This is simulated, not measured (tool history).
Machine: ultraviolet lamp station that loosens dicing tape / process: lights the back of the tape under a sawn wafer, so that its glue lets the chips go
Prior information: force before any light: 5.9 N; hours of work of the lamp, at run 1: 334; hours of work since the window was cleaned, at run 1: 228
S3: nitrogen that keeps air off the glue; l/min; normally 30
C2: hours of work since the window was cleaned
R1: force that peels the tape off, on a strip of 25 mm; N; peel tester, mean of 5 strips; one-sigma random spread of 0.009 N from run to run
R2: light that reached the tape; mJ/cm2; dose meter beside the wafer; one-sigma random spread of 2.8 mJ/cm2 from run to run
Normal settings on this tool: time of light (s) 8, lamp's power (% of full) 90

Run 1, day 0: usual settings; hours of work of the lamp 334; C2 228. Result: R1 0.494 N, R2 329 mJ/cm2.
Run 2, day 1.521: usual settings; hours of work of the lamp 359; C2 253. Result: R1 0.529 N, R2 317 mJ/cm2.
Run 3, day 2.192: usual settings but time of light (s) 6; hours of work of the lamp 370; C2 264. Result: R1 0.855 N, R2 239 mJ/cm2.
Run 4, day 3.125: usual settings but lamp's power (% of full) 96; hours of work of the lamp 386; C2 279. Result: R1 0.462 N, R2 338 mJ/cm2.
Run 5, day 4.446: usual settings but lamp's power (% of full) 96; hours of work of the lamp 407; C2 301. Result: R1 0.502 N, R2 335 mJ/cm2.
Run 6, day 5.538: usual settings but lamp's power (% of full) 96; hours of work of the lamp 426; C2 319. Result: R1 0.463 N, R2 321 mJ/cm2.
Run 7, day 6.558: usual settings but time of light (s) 9; hours of work of the lamp 442; C2 336. Result: R1 0.447 N, R2 341 mJ/cm2.
Run 8, day 8.067: usual settings but lamp's power (% of full) 89; hours of work of the lamp 467; C2 361. Result: R1 0.616 N, R2 299 mJ/cm2.
At day 8.583: window cleaned of glue's vapour.
Run 9, day 8.996: usual settings but lamp's power (% of full) 89, S3 23 l/min; hours of work of the lamp 482; C2 7. Result: R1 0.721 N, R2 282 mJ/cm2.
Run 10, day 10.588: usual settings but lamp's power (% of full) 89, S3 23 l/min; hours of work of the lamp 509; C2 33. Result: R1 0.741 N, R2 280 mJ/cm2.
Run 11, day 12.046: usual settings but lamp's power (% of full) 84, S3 23 l/min; hours of work of the lamp 533; C2 57. Result: R1 0.844 N, R2 265 mJ/cm2.
Run 12, day 12.792: usual settings but lamp's power (% of full) 84, S3 23 l/min; hours of work of the lamp 545; C2 70. Result: R1 0.862 N, R2 262 mJ/cm2.
Run 13, day 14.258: usual settings but lamp's power (% of full) 84, S3 23 l/min; hours of work of the lamp 569; C2 94. Result: R1 0.876 N, R2 257 mJ/cm2.
Run 14, day 15.421: usual settings but S3 22 l/min; hours of work of the lamp 589; C2 113. Result: R1 0.803 N, R2 271 mJ/cm2.
At day 16.458: window cleaned of glue's vapour, once more.
Run 15, day 16.75: usual settings but lamp's power (% of full) 89; hours of work of the lamp 610; C2 5. Result: R1 0.586 N, R2 298 mJ/cm2.
Run 16, day 18.221: usual settings but lamp's power (% of full) 89; hours of work of the lamp 634; C2 29. Result: R1 0.585 N, R2 296 mJ/cm2.
At day 19.088: lamp changed.
Run 17, day 19.146: usual settings; hours of work of the lamp 1; C2 44. Result: R1 0.389 N, R2 382 mJ/cm2.
Run 18, day 20.617: usual settings; hours of work of the lamp 25; C2 68. Result: R1 0.382 N, R2 377 mJ/cm2.
Run 19, day 21.788: usual settings; hours of work of the lamp 45; C2 87. Result: R1 0.405 N, R2 375 mJ/cm2.
Run 20, day 23.296: usual settings; hours of work of the lamp 70; C2 112. Result: R1 0.414 N, R2 360 mJ/cm2.
Run 21, day 24.05: usual settings; hours of work of the lamp 82; C2 125. Result: R1 0.419 N, R2 363 mJ/cm2.
Run 22, day 24.775: usual settings but lamp's power (% of full) 96, S3 23 l/min; hours of work of the lamp 94; C2 137. Result: R1 0.436 N, R2 385 mJ/cm2.
Run 23, day 25.925: usual settings but lamp's power (% of full) 96, S3 23 l/min; hours of work of the lamp 113; C2 156. Result: R1 0.442 N, R2 384 mJ/cm2.
Run 24, day 26.725: usual settings but time of light (s) 13, lamp's power (% of full) 71, S3 21 l/min; hours of work of the lamp 126; C2 169. Result: R1 0.348 N, R2 453 mJ/cm2.
Run 25, day 27.775: usual settings but time of light (s) 13, lamp's power (% of full) 67; hours of work of the lamp 144; C2 186. Result: R1 0.34 N, R2 419 mJ/cm2.
Run 26, day 28.962: usual settings but time of light (s) 13, lamp's power (% of full) 67; hours of work of the lamp 163; C2 206. Result: R1 0.328 N, R2 420 mJ/cm2.
Run 27, day 29.771: usual settings but time of light (s) 13, lamp's power (% of full) 67, S3 14 l/min; hours of work of the lamp 177; C2 219. Result: R1 0.534 N, R2 414 mJ/cm2.
Run 28, day 31.133: usual settings but time of light (s) 6, lamp's power (% of full) 64, S3 50 l/min; hours of work of the lamp 199; C2 242. Result: R1 1.034 N, R2 182 mJ/cm2.
Run 29, day 32.396: usual settings but time of light (s) 9, lamp's power (% of full) 83, S3 50 l/min; hours of work of the lamp 220; C2 263. Result: R1 0.343 N, R2 348 mJ/cm2.
Run 30, day 33.083: usual settings but time of light (s) 14, lamp's power (% of full) 83, S3 45 l/min; hours of work of the lamp 231; C2 274. Result: R1 0.22 N, R2 537 mJ/cm2.
Run 31, day 33.904: usual settings but lamp's power (% of full) 82, S3 28 l/min; hours of work of the lamp 245; C2 288. Result: R1 0.604 N, R2 303 mJ/cm2.
Run 32, day 35.175: usual settings but lamp's power (% of full) 69, S3 10 l/min; hours of work of the lamp 266; C2 309. Result: R1 1.441 N, R2 249 mJ/cm2.
Run 33, day 36.754: usual settings but time of light (s) 11, lamp's power (% of full) 63; hours of work of the lamp 292; C2 335. Result: R1 0.559 N, R2 313 mJ/cm2.
Run 34, day 37.562: usual settings but time of light (s) 10, lamp's power (% of full) 68, S3 10 l/min; hours of work of the lamp 305; C2 348. Result: R1 1.06 N, R2 301 mJ/cm2.
At day 38.829: window cleaned of glue's vapour.
Run 35, day 39.183: usual settings but time of light (s) 10, lamp's power (% of full) 68, S3 10 l/min; hours of work of the lamp 332; C2 6. Result: R1 1.027 N, R2 313 mJ/cm2.
Run 36, day 40.708: usual settings but time of light (s) 9, lamp's power (% of full) 68, S3 31 l/min; hours of work of the lamp 357; C2 31. Result: R1 0.614 N, R2 284 mJ/cm2.
Run 37, day 41.842: usual settings but time of light (s) 9, lamp's power (% of full) 68, S3 31 l/min; hours of work of the lamp 376; C2 50. Result: R1 0.644 N, R2 277 mJ/cm2.
Run 38, day 42.767: usual settings but time of light (s) 12, lamp's power (% of full) 86, S3 22 l/min; hours of work of the lamp 391; C2 65. Result: R1 0.329 N, R2 466 mJ/cm2.
Run 39, day 44.029: usual settings but time of light (s) 12, lamp's power (% of full) 86, S3 22 l/min; hours of work of the lamp 412; C2 86. Result: R1 0.337 N, R2 460 mJ/cm2.
Run 40, day 44.825: usual settings but time of light (s) 12, lamp's power (% of full) 86, S3 22 l/min; hours of work of the lamp 425; C2 99. Result: R1 0.352 N, R2 455 mJ/cm2.
Run 41, day 46.308: usual settings but time of light (s) 12, lamp's power (% of full) 86, S3 22 l/min; hours of work of the lamp 450; C2 124. Result: R1 0.351 N, R2 451 mJ/cm2.
Run 42, day 47.675: usual settings but time of light (s) 12, lamp's power (% of full) 86, S3 22 l/min; hours of work of the lamp 472; C2 146. Result: R1 0.362 N, R2 444 mJ/cm2.

Below are 3 alternative next runs, each starting from the tool's condition after run 42. Predict each:
Run A, day 48.875: usual settings but lamp's power (% of full) 68; hours of work of the lamp 492; C2 166. Result: R1 ?, R2 ?.
Run B, day 48.875: usual settings but time of light (s) 9, lamp's power (% of full) 76, S3 15 l/min; hours of work of the lamp 492; C2 166. Result: R1 ?, R2 ?.
Run C, day 48.875: usual settings but time of light (s) 5, lamp's power (% of full) 87, S3 11 l/min; hours of work of the lamp 492; C2 166. Result: R1 ?, R2 ?.

run     R1   R2
  A  0.911  233
  B  0.918  291
  C  1.995  185
The same runs, with their run-to-run variation unchanged, on a tool lacking any hidden condition would have given:
run     R1   R2
  A  0.619  293
  B  0.622  365
  C  1.528  232
